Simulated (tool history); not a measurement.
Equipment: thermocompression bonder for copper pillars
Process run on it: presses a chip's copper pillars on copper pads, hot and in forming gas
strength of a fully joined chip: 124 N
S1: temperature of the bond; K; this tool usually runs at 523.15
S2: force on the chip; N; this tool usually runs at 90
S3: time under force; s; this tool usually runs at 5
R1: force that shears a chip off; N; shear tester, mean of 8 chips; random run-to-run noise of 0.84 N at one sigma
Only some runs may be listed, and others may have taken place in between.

run,hour,S1,S2,S3,R1
1,0,523.15,90,5,70.2
2,14.5,523.15,90,5,69.8
3,28.5,523.15,90,5,71.3
4,43.3,523.15,90,5,69.8
5,62.1,501.15,90,5,53.8
6,76.2,501.15,90,12,70.3
7,89.6,501.15,90,12,72.9
8,102.9,501.15,90,12,72.8
9,121.5,501.15,90,12,71.3
10,130.7,501.15,90,6,57.4
11,145.8,501.15,90,6,57.4
12,155.6,501.15,90,6,57.6
13,168.6,501.15,90,6,57.2
14,182.4,501.15,90,6,57.5
15,200.6,501.15,90,6,57.1
16,220.1,501.15,90,10,67.7
17,234,501.15,118,10,77.1
18,253.5,523.15,84,5,68.3
19,269.2,523.15,84,5,69.4
20,283.9,523.15,84,5,67.6
# hour 290.7: forming gas filter changed
21,297.2,523.15,84,5,67.8
22,307.2,523.15,83,6,71.4
23,322.3,544.15,69,3,67.5
24,339.2,544.15,69,3,66.4
25,352.6,544.15,69,3,66.1
26,365.6,540.15,127,10,108.5
27,377.6,549.15,66,4,74.9
28,394.5,546.15,98,4,84.8
29,408.9,546.15,98,4,85.3
30,425.3,518.15,98,4,65.3
31,434.3,502.15,64,8,53.8
32,446.1,523.15,118,5,79.3
33,457.1,523.15,57,6,61.3
34,473.6,523.15,57,6,60.7
35,483.5,508.15,60,6,50.8
36,495.8,523.15,127,4,77.5
37,505.6,523.15,127,4,77.5
38,525.2,523.15,77,5,65.8
39,539.4,551.15,58,3,66.2

What if the next run were any one of these 4? Each begins from the tool's condition after run 39:
A,553.8,543.15,120,3,?
B,553.8,498.15,90,5,?
C,553.8,505.15,59,11,?
D,553.8,523.15,91,5,?

run,R1
A,84.2
B,50.2
C,60.1
D,70.8
Without the tool's unlogged condition, the same runs would have read:
run,R1
A,84.5
B,50.6
C,60.4
D,71.2

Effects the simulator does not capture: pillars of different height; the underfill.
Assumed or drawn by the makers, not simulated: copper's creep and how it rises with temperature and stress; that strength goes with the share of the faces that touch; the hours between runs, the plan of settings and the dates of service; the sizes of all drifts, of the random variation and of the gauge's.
